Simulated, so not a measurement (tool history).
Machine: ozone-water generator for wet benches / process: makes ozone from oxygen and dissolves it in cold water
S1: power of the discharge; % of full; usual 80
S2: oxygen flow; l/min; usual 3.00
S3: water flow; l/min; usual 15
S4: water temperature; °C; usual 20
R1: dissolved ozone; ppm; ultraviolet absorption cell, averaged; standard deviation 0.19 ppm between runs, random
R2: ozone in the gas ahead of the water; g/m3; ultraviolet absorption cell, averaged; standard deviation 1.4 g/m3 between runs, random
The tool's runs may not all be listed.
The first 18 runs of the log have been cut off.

{"run": 19, "hour": 1339.0, "S1": 79, "S2": 1.9, "S3": 15, "S4": 14, "R1": 25.4, "R2": 333.2}
{"run": 20, "hour": 1435.9, "S1": 80, "S2": 3.0, "S3": 24, "S4": 13, "R1": 17.7, "R2": 270.3}
{"run": 21, "hour": 1510.3, "S1": 80, "S2": 3.0, "S3": 24, "S4": 13, "R1": 17.7, "R2": 271.8}
{"run": 22, "hour": 1567.2, "S1": 42, "S2": 2.11, "S3": 15, "S4": 24, "R1": 16.2, "R2": 217.9}
{"run": 23, "hour": 1629.0, "S1": 88, "S2": 5.0, "S3": 13, "S4": 23, "R1": 30.5, "R2": 226.6}
{"run": 24, "hour": 1676.3, "S1": 42, "S2": 3.0, "S3": 15, "S4": 20, "R1": 18.0, "R2": 181.8}
{"run": 25, "hour": 1749.8, "S1": 86, "S2": 3.0, "S3": 15, "S4": 15, "R1": 29.5, "R2": 285.1}
{"run": 26, "hour": 1826.1, "S1": 80, "S2": 4.41, "S3": 15, "S4": 20, "R1": 27.2, "R2": 225.7}
{"run": 27, "hour": 1894.1, "S1": 92, "S2": 5.33, "S3": 10, "S4": 17, "R1": 41.4, "R2": 225.7}
{"run": 28, "hour": 1943.7, "S1": 98, "S2": 2.85, "S3": 12, "S4": 16, "R1": 37.9, "R2": 313.9}
{"run": 29, "hour": 2028.9, "S1": 98, "S2": 2.85, "S3": 12, "S4": 16, "R1": 37.3, "R2": 314.4}

Run 30, settings as shown, results not yet in. Your forecast:
{"run": 30, "hour": 2090.9, "S1": 98, "S2": 3.48, "S3": 12, "S4": 12, "R1": "?", "R2": "?"}

For run 30 the tool returned R1 41.0 ppm, R2 285.7 g/m3.
With the hidden condition absent and the run-to-run variation left alone, this run would have shown R1 41.0 ppm, R2 285.8 g/m3.

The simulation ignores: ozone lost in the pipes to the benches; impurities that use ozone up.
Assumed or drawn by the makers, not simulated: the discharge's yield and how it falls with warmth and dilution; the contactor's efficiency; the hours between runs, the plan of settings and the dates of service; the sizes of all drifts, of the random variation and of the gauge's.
